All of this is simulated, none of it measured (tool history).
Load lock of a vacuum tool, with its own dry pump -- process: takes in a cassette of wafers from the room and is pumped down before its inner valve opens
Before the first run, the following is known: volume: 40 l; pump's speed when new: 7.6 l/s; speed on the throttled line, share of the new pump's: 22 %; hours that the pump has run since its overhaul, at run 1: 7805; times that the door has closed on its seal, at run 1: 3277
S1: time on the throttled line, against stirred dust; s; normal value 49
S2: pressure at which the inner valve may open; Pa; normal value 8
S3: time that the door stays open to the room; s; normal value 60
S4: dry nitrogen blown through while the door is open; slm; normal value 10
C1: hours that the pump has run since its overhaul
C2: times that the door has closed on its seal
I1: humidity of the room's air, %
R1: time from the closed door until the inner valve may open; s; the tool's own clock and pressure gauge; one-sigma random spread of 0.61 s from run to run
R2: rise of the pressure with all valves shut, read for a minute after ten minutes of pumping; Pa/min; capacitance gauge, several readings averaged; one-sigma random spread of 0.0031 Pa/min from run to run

| run | hour | S1 | S2 | S3 | S4 | C1 | C2 | I1 | R1 | R2 |
|---|---|---|---|---|---|---|---|---|---|---|
| 1 | 0 | 49 | 8 | 60 | 10 | 7805 | 3277 | 46.3 | 97 | 0.078 |
| 2 | 111.1 | 49 | 8 | 60 | 10 | 7916 | 3516 | 43.9 | 96.2 | 0.072 |
| 3 | 229.3 | 49 | 8 | 172 | 10 | 8035 | 3770 | 43.1 | 96.4 | 0.109 |
| 4 | 285.4 | 49 | 8 | 172 | 10 | 8091 | 3891 | 43.4 | 96 | 0.113 |
| 5 | 385.3 | 49 | 8 | 121 | 10 | 8191 | 4106 | 45.9 | 97.3 | 0.106 |
| 6 | 504.3 | 49 | 8 | 121 | 10 | 8310 | 4362 | 44.7 | 96.6 | 0.102 |
| 7 | 638.1 | 49 | 15 | 121 | 10 | 8443 | 4650 | 41.4 | 92.9 | 0.092 |
| 8 | 735 | 49 | 8 | 60 | 5 | 8540 | 4859 | 44.6 | 97 | 0.088 |
| 9 | 852.5 | 49 | 7 | 60 | 10 | 8658 | 5112 | 45 | 98.2 | 0.076 |
| 10 | 936.2 | 49 | 7 | 60 | 10 | 8741 | 5292 | 45.1 | 97.6 | 0.077 |
| 11 | 1004.9 | 49 | 8 | 56 | 10 | 8810 | 5440 | 47.7 | 97.1 | 0.071 |
| 12 | 1080 | 49 | 8 | 56 | 7 | 8885 | 5601 | 42.9 | 98 | 0.076 |
| 13 | 1193.3 | 49 | 14 | 56 | 7 | 8998 | 5845 | 43.3 | 93.5 | 0.076 |
| 14 | 1276.9 | 49 | 14 | 56 | 7 | 9082 | 6025 | 40.9 | 93.5 | 0.075 |
| 15 | 1342.1 | 49 | 14 | 56 | 7 | 9147 | 6165 | 43.6 | 93.7 | 0.077 |
| 16 | 1446 | 49 | 8 | 60 | 10 | 9251 | 6389 | 47.2 | 97.5 | 0.085 |
| 17 | 1505.9 | 49 | 8 | 60 | 10 | 9311 | 6518 | 47.8 | 98.7 | 0.082 |
| 18 | 1590.5 | 49 | 8 | 60 | 10 | 9396 | 6700 | 44.8 | 98.8 | 0.077 |
| 19 | 1691.3 | 79 | 8 | 60 | 10 | 9496 | 6917 | 45.6 | 119.4 | 0.076 |
| 20 | 1825.5 | 28 | 7 | 29 | 10 | 9631 | 7206 | 49.7 | 83.5 | 0.062 |
| 21 | 1919 | 28 | 6 | 97 | 10 | 9724 | 7407 | 47.2 | 85.4 | 0.102 |
| 22 | 2020.4 | 97 | 6 | 97 | 16 | 9826 | 7625 | 43.6 | 134.6 | 0.084 |
| 23 | 2126.1 | 28 | 13 | 72 | 6 | 9931 | 7853 | 49 | 81.5 | 0.098 |
| 24 | 2214.7 | 28 | 13 | 99 | 6 | 10020 | 8044 | 42.8 | 79.4 | 0.104 |
| 25 | 2312.1 | 49 | 8 | 227 | 16 | 10117 | 8253 | 45 | 98.2 | 0.122 |
| 26 | 2380.2 | 44 | 14 | 34 | 20 | 10185 | 8400 | 46.7 | 91.7 | 0.064 |
| 27 | 2501.1 | 32 | 8 | 108 | 5 | 10306 | 8660 | 45 | 87.3 | 0.117 |
| 28 | 2595.5 | 44 | 8 | 183 | 36 | 10401 | 8863 | 45.3 | 96.3 | 0.086 |
| 29 | 2690.4 | 39 | 6 | 46 | 13 | 10496 | 9068 | 45.9 | 95.3 | 0.071 |
| 30 | 2811.6 | 38 | 8 | 52 | 17 | 10617 | 9328 | 42.2 | 92 | 0.064 |
| 31 | 2930.6 | 38 | 8 | 52 | 17 | 10736 | 9585 | 45.8 | 92.4 | 0.073 |
| 32 | 2989.2 | 38 | 8 | 52 | 17 | 10794 | 9711 | 43 | 92.8 | 0.066 |
| 33 | 3106.3 | 95 | 10 | 52 | 11 | 10911 | 9963 | 46.4 | 130.8 | 0.086 |
| 34 | 3215 | 95 | 10 | 52 | 11 | 11020 | 10197 | 42.8 | 131.2 | 0.076 |
| 35 | 3310.4 | 95 | 13 | 52 | 11 | 11116 | 10402 | 46.1 | 130 | 0.083 |
| 36 | 3438.8 | 95 | 13 | 52 | 11 | 11244 | 10678 | 44.1 | 130.3 | 0.076 |
|  | 3504.6 | dry pump taken out, an overhauled one fitted |
| 37 | 3514 | 95 | 13 | 52 | 11 | 9 | 10828 | 42.7 | 123.1 | 0.076 |

A few steps of R1 between consecutive runs. Split each: what settings, incoming material and random variation would produce without the hidden state, and what is left over for the hidden state, along with gauge scatter present in only one of the two compared results (measured, and without hidden state):
Hidden state at play: pump's speed, % of a new pump's; leak at the door's seal, Pa l/s; drift of the gauge itself on ready_s, %; drift of the gauge itself on rise_pa_min, %.
Run 21 -> 22: S1 28 -> 97, S4 10 -> 16. R1 +49.2 s: hidden state -4.1, all else +53.3.
Run 22 -> 23: S1 97 -> 28, S2 6 -> 13, S3 97 -> 72, S4 16 -> 6. R1 -53.1 s: hidden state +3.3, all else -56.4.
Run 32 -> 33: S1 38 -> 95, S2 8 -> 10, S4 17 -> 11. R1 +38 s: hidden state -4.3, all else +42.3.
Run 36 -> 37: dry pump taken out, an overhauled one fitted. R1 -7.2 s: hidden state -8.4, all else +1.2.
